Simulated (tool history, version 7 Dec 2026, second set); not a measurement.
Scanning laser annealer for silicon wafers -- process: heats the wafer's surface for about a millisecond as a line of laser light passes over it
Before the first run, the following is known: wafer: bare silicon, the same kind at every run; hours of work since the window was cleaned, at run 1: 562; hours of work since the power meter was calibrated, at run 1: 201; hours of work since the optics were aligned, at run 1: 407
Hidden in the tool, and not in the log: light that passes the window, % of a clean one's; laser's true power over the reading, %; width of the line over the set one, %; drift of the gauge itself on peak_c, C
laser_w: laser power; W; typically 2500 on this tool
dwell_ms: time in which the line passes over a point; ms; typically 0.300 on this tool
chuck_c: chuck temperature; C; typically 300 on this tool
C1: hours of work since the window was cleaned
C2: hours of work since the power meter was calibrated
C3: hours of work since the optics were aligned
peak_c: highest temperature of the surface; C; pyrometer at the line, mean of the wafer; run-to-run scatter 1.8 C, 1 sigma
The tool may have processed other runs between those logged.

{"run": 1, "hour": 0.0, "laser_w": 2500, "dwell_ms": 0.3, "chuck_c": 300, "C1": 562, "C2": 201, "C3": 407, "peak_c": 1008}
{"run": 2, "hour": 54.9, "laser_w": 2500, "dwell_ms": 0.3, "chuck_c": 300, "C1": 599, "C2": 238, "C3": 444, "peak_c": 1004}
{"run": 3, "hour": 86.9, "laser_w": 2500, "dwell_ms": 0.3, "chuck_c": 300, "C1": 620, "C2": 260, "C3": 466, "peak_c": 999}
{"run": 4, "hour": 119.5, "laser_w": 2500, "dwell_ms": 0.229, "chuck_c": 300, "C1": 642, "C2": 282, "C3": 488, "peak_c": 913}
{"run": 5, "hour": 156.9, "laser_w": 2500, "dwell_ms": 0.229, "chuck_c": 300, "C1": 667, "C2": 307, "C3": 513, "peak_c": 911}
{"run": 6, "hour": 211.5, "laser_w": 2500, "dwell_ms": 0.3, "chuck_c": 300, "C1": 704, "C2": 343, "C3": 550, "peak_c": 997}
{"run": 7, "hour": 248.7, "laser_w": 2500, "dwell_ms": 0.3, "chuck_c": 300, "C1": 729, "C2": 369, "C3": 575, "peak_c": 996}
{"hour": 276.0, "done": "window over the wafer cleaned"}
{"run": 8, "hour": 283.6, "laser_w": 2500, "dwell_ms": 0.267, "chuck_c": 300, "C1": 5, "C2": 391, "C3": 597, "peak_c": 985}
{"run": 9, "hour": 328.4, "laser_w": 2500, "dwell_ms": 0.267, "chuck_c": 300, "C1": 35, "C2": 421, "C3": 627, "peak_c": 985}
{"run": 10, "hour": 352.6, "laser_w": 2500, "dwell_ms": 0.267, "chuck_c": 300, "C1": 52, "C2": 437, "C3": 643, "peak_c": 985}
{"run": 11, "hour": 376.5, "laser_w": 2500, "dwell_ms": 0.3, "chuck_c": 300, "C1": 68, "C2": 453, "C3": 659, "peak_c": 1023}
{"hour": 383.2, "done": "laser's power meter calibrated"}
{"run": 12, "hour": 421.0, "laser_w": 2500, "dwell_ms": 0.3, "chuck_c": 331, "C1": 96, "C2": 25, "C3": 687, "peak_c": 1050}
{"run": 13, "hour": 462.6, "laser_w": 2500, "dwell_ms": 0.238, "chuck_c": 329, "C1": 124, "C2": 53, "C3": 715, "peak_c": 972}
{"run": 14, "hour": 492.3, "laser_w": 2500, "dwell_ms": 0.238, "chuck_c": 329, "C1": 144, "C2": 73, "C3": 735, "peak_c": 969}
{"run": 15, "hour": 531.0, "laser_w": 2473, "dwell_ms": 0.214, "chuck_c": 314, "C1": 170, "C2": 100, "C3": 761, "peak_c": 911}
{"run": 16, "hour": 558.3, "laser_w": 2351, "dwell_ms": 0.247, "chuck_c": 329, "C1": 188, "C2": 118, "C3": 780, "peak_c": 935}
{"run": 17, "hour": 585.7, "laser_w": 2351, "dwell_ms": 0.247, "chuck_c": 329, "C1": 207, "C2": 136, "C3": 798, "peak_c": 934}
{"run": 18, "hour": 642.9, "laser_w": 2712, "dwell_ms": 0.237, "chuck_c": 312, "C1": 245, "C2": 175, "C3": 837, "peak_c": 1006}
{"run": 19, "hour": 670.4, "laser_w": 2247, "dwell_ms": 0.294, "chuck_c": 300, "C1": 264, "C2": 193, "C3": 855, "peak_c": 927}
{"hour": 692.7, "done": "laser's power meter calibrated, once more"}
{"run": 20, "hour": 701.5, "laser_w": 2247, "dwell_ms": 0.294, "chuck_c": 300, "C1": 282, "C2": 6, "C3": 874, "peak_c": 924}
{"run": 21, "hour": 741.5, "laser_w": 2500, "dwell_ms": 0.34, "chuck_c": 336, "C1": 309, "C2": 33, "C3": 901, "peak_c": 1095}
{"run": 22, "hour": 778.0, "laser_w": 2173, "dwell_ms": 0.34, "chuck_c": 336, "C1": 334, "C2": 57, "C3": 926, "peak_c": 981}
{"run": 23, "hour": 831.8, "laser_w": 2173, "dwell_ms": 0.34, "chuck_c": 336, "C1": 370, "C2": 94, "C3": 962, "peak_c": 979}
{"run": 24, "hour": 876.1, "laser_w": 2533, "dwell_ms": 0.312, "chuck_c": 336, "C1": 400, "C2": 123, "C3": 992, "peak_c": 1068}

Below, some changes in peak_c between adjacent runs. For each, the amount present without the hidden state too (settings, incoming material, random variation) and the amount remaining for the hidden state with gauge scatter not shared by both compared results:
Run 5 -> 6: dwell_ms 0.229 -> 0.300. peak_c +86 C: hidden state -6, all else +92.
Run 7 -> 8: dwell_ms 0.300 -> 0.267, window over the wafer cleaned. peak_c -11 C: hidden state +29, all else -40.
Run 20 -> 21: laser_w 2247 -> 2500, dwell_ms 0.294 -> 0.340, chuck_c 300 -> 336. peak_c +171 C: hidden state -5, all else +176.
Run 21 -> 22: laser_w 2500 -> 2173. peak_c -114 C: hidden state +1, all else -115.

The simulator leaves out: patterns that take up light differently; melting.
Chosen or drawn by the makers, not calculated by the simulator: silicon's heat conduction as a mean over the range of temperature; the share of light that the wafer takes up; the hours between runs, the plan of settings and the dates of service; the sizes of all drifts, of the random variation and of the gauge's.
